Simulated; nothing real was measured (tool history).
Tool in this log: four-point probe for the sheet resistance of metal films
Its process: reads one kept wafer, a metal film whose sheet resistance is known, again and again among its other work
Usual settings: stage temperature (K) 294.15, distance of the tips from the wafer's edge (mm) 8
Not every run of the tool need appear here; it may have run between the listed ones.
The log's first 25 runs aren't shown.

run	hour	stage temperature (K)	distance of the tips from the wafer's edge (mm)	touches since the probe head was changed	hours of work since the stage's thermometer was calibrated	sheet resistance as the instrument gives it (ohm/square)
26	578.5	300.15	8	60461	781	0.052521
27	598.5	293.15	71	61572	796	0.051792
28	629.5	293.15	71	63298	818	0.051789
29	658.0	293.15	71	64880	838	0.051772
30	687.6	295.15	8	66525	860	0.052298
31	709.1	306.15	59	67721	875	0.052349
32	733.3	301.15	5	69068	893	0.053217
33	765.5	297.15	61	70856	916	0.051947
34	792.7	297.15	21	72367	935	0.052014
35	814.2	300.15	62	73565	951	0.052088
36	835.1	307.15	12	74726	966	0.052585
37	859.7	307.15	12	76096	983	0.052580
38	892.4	297.15	11	77914	1007	0.052189
39	924.5	297.15	11	79698	1030	0.052197
40	938.2	293.15	33	80458	1040	0.051826

4 options for the next run, each taken on its own from the tool as it stands now. Forecast them:
A	953.9	302.15	3	81328	1051	?
B	953.9	303.15	70	81328	1051	?
C	953.9	296.15	3	81328	1051	?
D	953.9	299.15	52	81328	1051	?

run	sheet resistance as the instrument gives it (ohm/square)
A	0.055097
B	0.052230
C	0.054822
D	0.052059
Without the tool's hidden state the same runs would have given:
run	sheet resistance as the instrument gives it (ohm/square)
A	0.055091
B	0.052224
C	0.054816
D	0.052053
